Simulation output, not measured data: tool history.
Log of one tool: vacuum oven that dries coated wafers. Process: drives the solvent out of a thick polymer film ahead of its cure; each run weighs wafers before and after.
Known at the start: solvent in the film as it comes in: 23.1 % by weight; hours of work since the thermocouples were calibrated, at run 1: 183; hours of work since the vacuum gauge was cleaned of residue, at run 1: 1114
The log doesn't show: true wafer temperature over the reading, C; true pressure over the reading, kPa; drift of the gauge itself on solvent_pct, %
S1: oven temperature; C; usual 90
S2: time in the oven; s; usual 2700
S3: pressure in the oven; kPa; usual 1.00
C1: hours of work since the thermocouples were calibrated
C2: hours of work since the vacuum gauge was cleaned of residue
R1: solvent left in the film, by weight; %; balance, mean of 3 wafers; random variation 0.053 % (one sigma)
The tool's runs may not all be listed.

run,day,S1,S2,S3,C1,C2,R1
1,0.000,90,2700,1.00,183,1114,2.20
2,5.188,90,2700,1.00,272,1202,2.20
3,7.938,90,2700,1.00,319,1249,2.28
4,12.883,90,2700,1.00,403,1334,2.30
5,17.071,90,2700,1.00,475,1405,2.31
6,19.933,90,2700,1.00,523,1454,2.45
7,24.621,90,2700,1.00,604,1534,2.50
8,29.112,90,2700,1.00,680,1611,2.74
# day 30.688: vacuum gauge cleaned of residue and calibrated
9,31.396,90,2700,1.00,718,12,2.81
10,36.396,90,2700,1.10,803,97,3.06
# day 36.862: oven's thermocouples calibrated
11,38.704,90,2700,1.10,31,135,2.55
12,41.633,103,2700,1.00,81,185,1.19
13,45.567,90,2700,1.00,149,253,2.53
# day 49.588: vacuum gauge cleaned of residue and calibrated, once more
14,49.729,90,4740,1.00,219,2,1.05
15,52.496,90,4740,1.00,266,50,1.11
16,57.650,90,4740,1.00,354,138,1.03
17,60.138,90,2700,1.00,396,180,1.76
18,64.371,90,2700,1.00,469,252,1.84
19,68.558,90,2700,1.00,540,324,1.91
20,72.138,90,2700,1.00,601,385,1.98
21,76.875,104,2700,1.00,682,466,0.74
22,80.483,104,2700,1.00,744,527,0.70
# day 84.721: oven's thermocouples calibrated
23,84.721,90,2700,0.54,0,598,1.48
24,87.283,83,2580,1.00,44,642,4.42
25,90.396,83,2580,1.00,97,695,4.50
26,93.529,83,2580,1.00,150,749,4.55
27,97.708,83,2580,1.00,222,820,4.65
28,100.092,90,1440,2.93,262,861,6.28
29,104.600,90,1440,2.93,339,938,6.41
30,107.300,90,1440,2.93,385,984,6.41
31,109.658,94,2880,0.85,426,1024,1.40
32,111.904,98,1680,1.46,464,1062,2.00
33,114.329,76,1620,2.57,505,1104,13.04
34,117.950,90,2040,0.77,567,1166,3.10
35,123.050,90,2940,3.92,654,1253,5.12
36,126.396,76,2700,1.00,711,1310,8.78
37,128.921,90,2700,2.19,755,1353,3.71
38,131.083,90,2700,2.19,791,1390,3.79
# day 132.138: oven's thermocouples calibrated
39,134.325,87,2700,2.37,37,1444,4.38
40,138.267,87,2700,2.37,105,1511,4.61
41,141.108,88,2700,2.24,153,1560,4.12
42,143.879,99,2460,0.63,200,1607,0.95
# day 145.721: vacuum gauge cleaned of residue and calibrated
43,149.008,99,2460,0.63,287,56,0.58
44,151.162,90,2700,1.41,324,93,2.25
45,156.329,90,2700,1.41,412,181,2.36
46,159.825,90,3480,1.00,472,241,1.49

Some steps in R1 between neighbouring runs. How much of each would the tool show without its hidden state too (settings, what came in, random variation), and how much is left for the hidden state, with any gauge scatter that isn't in both results?
Run 10 -> 11: oven's thermocouples calibrated. R1 -0.51 %: hidden state -0.49, all else -0.02.
Run 13 -> 14: S2 2700 -> 4740, vacuum gauge cleaned of residue and calibrated, once more. R1 -1.48 %: hidden state -0.81, all else -0.67.
Run 32 -> 33: S1 98 -> 76, S2 1680 -> 1620, S3 1.46 -> 2.57. R1 +11.04 %: hidden state +0.33, all else +10.71.
Run 33 -> 34: S1 76 -> 90, S2 1620 -> 2040, S3 2.57 -> 0.77. R1 -9.94 %: hidden state -0.08, all else -9.86.
Run 35 -> 36: S1 90 -> 76, S2 2940 -> 2700, S3 3.92 -> 1.00. R1 +3.66 %: hidden state +0.45, all else +3.21.
Run 36 -> 37: S1 76 -> 90, S3 1.00 -> 2.19. R1 -5.07 %: hidden state -0.39, all else -4.68.
